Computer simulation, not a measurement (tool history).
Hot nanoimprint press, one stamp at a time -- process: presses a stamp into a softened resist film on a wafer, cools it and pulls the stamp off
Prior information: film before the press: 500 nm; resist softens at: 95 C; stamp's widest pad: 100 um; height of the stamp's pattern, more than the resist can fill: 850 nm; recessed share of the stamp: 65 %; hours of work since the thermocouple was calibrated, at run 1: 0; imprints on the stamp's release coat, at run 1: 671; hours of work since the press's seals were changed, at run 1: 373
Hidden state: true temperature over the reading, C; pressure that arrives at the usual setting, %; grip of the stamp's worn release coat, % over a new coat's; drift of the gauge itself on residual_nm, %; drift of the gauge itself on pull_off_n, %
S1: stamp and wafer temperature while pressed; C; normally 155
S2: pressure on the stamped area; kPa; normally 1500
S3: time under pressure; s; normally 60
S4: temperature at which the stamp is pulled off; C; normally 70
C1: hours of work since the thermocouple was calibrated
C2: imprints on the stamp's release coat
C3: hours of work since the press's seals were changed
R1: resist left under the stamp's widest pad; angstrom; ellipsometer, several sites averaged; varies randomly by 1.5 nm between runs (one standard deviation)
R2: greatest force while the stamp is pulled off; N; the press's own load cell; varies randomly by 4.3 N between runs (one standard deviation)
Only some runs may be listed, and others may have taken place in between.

Run 1, hour 0: usual settings; C1 0; C2 671; C3 373. Result: R1 2366 angstrom, R2 227 N.
Run 2, hour 24.6: usual settings; C1 16; C2 743; C3 390. Result: R1 2396 angstrom, R2 233 N.
Run 3, hour 53.2: usual settings; C1 35; C2 826; C3 409. Result: R1 2374 angstrom, R2 239 N.
Run 4, hour 69.7: usual settings but S3 97 s; C1 47; C2 874; C3 420. Result: R1 1987 angstrom, R2 241 N.
Run 5, hour 101.2: usual settings but S3 97 s; C1 68; C2 966; C3 441. Result: R1 2024 angstrom, R2 243 N.
Run 6, hour 132.6: usual settings; C1 88; C2 1057; C3 462. Result: R1 2432 angstrom, R2 240 N.
Run 7, hour 150.5: usual settings; C1 100; C2 1110; C3 474. Result: R1 2430 angstrom, R2 256 N.
Run 8, hour 166.9: usual settings but S4 57 C; C1 111; C2 1157; C3 485. Result: R1 2427 angstrom, R2 304 N.
Run 9, hour 187.7: usual settings but S1 144 C; C1 125; C2 1218; C3 498. Result: R1 3863 angstrom, R2 250 N.
Run 10, hour 207.8: usual settings but S1 144 C; C1 139; C2 1277; C3 512. Result: R1 3884 angstrom, R2 260 N.
Run 11, hour 226.7: usual settings but S1 144 C; C1 151; C2 1332; C3 524. Result: R1 3911 angstrom, R2 261 N.
Run 12, hour 251: usual settings but S2 2290 kPa; C1 168; C2 1403; C3 541. Result: R1 2020 angstrom, R2 253 N.
Run 13, hour 271: usual settings but S2 2290 kPa; C1 181; C2 1461; C3 554. Result: R1 2025 angstrom, R2 256 N.
At hour 297.8: stamp cleaned and given a new release coat.
Run 14, hour 302.4: usual settings but S2 2290 kPa; C1 198; C2 13; C3 571. Result: R1 2030 angstrom, R2 206 N.
Run 15, hour 316.2: usual settings but S2 2290 kPa; C1 207; C2 53; C3 580. Result: R1 2054 angstrom, R2 213 N.
Run 16, hour 343.4: usual settings but S2 2290 kPa; C1 225; C2 133; C3 598. Result: R1 2066 angstrom, R2 210 N.
Run 17, hour 369.1: usual settings but S1 156 C, S2 2060 kPa, S3 100 s, S4 67 C; C1 242; C2 208; C3 616. Result: R1 1694 angstrom, R2 229 N.
Run 18, hour 383.6: usual settings but S4 57 C; C1 252; C2 250; C3 625. Result: R1 2493 angstrom, R2 272 N.
Run 19, hour 413.8: usual settings but S1 160 C, S2 1180 kPa, S4 72 C; C1 272; C2 338; C3 645. Result: R1 2214 angstrom, R2 207 N.
Run 20, hour 431.8: usual settings but S1 160 C, S2 1180 kPa, S4 72 C; C1 284; C2 391; C3 657. Result: R1 2236 angstrom, R2 211 N.
Run 21, hour 449.2: usual settings but S1 146 C, S2 2200 kPa, S3 65 s, S4 66 C; C1 296; C2 441; C3 669. Result: R1 3226 angstrom, R2 249 N.
Run 22, hour 465.6: usual settings but S1 148 C, S2 970 kPa, S3 66 s, S4 57 C; C1 307; C2 489; C3 680. Result: R1 3888 angstrom, R2 285 N.
Run 23, hour 486.9: usual settings but S1 148 C, S2 970 kPa, S3 66 s, S4 57 C; C1 321; C2 551; C3 694. Result: R1 3846 angstrom, R2 297 N.
Run 24, hour 499.7: usual settings but S2 1940 kPa, S3 67 s; C1 329; C2 589; C3 703. Result: R1 2190 angstrom, R2 237 N.
Run 25, hour 521.8: usual settings but S2 1590 kPa, S3 52 s, S4 61 C; C1 344; C2 653; C3 717. Result: R1 2617 angstrom, R2 272 N.
Run 26, hour 553.5: usual settings but S2 2090 kPa; C1 365; C2 746; C3 739. Result: R1 2225 angstrom, R2 241 N.
Run 27, hour 585.2: usual settings but S2 2090 kPa; C1 387; C2 838; C3 760. Result: R1 2219 angstrom, R2 244 N.
Run 28, hour 600.7: usual settings but S1 154 C; C1 397; C2 883; C3 770. Result: R1 2678 angstrom, R2 239 N.
Run 29, hour 617.9: usual settings but S1 154 C; C1 408; C2 933; C3 782. Result: R1 2709 angstrom, R2 245 N.

4 ways to go on from here, each from the tool as it stands after run 29. What would each give?
Run A, hour 645.7: usual settings but S1 167 C, S3 31 s, S4 66 C; C1 427; C2 1014; C3 800. Result: R1 ?, R2 ?.
Run B, hour 645.7: usual settings but S1 167 C, S3 36 s, S4 64 C; C1 427; C2 1014; C3 800. Result: R1 ?, R2 ?.
Run C, hour 645.7: usual settings but S1 151 C, S3 108 s, S4 73 C; C1 427; C2 1014; C3 800. Result: R1 ?, R2 ?.
Run D, hour 645.7: usual settings but S1 160 C, S3 57 s, S4 56 C; C1 427; C2 1014; C3 800. Result: R1 ?, R2 ?.

run    R1   R2
  A  1876  278
  B  1748  273
  C  2598  240
  D  2061  306
Without the tool's hidden state the same runs would have given:
run    R1   R2
  A  1726  230
  B  1606  226
  C  2369  198
  D  1885  254

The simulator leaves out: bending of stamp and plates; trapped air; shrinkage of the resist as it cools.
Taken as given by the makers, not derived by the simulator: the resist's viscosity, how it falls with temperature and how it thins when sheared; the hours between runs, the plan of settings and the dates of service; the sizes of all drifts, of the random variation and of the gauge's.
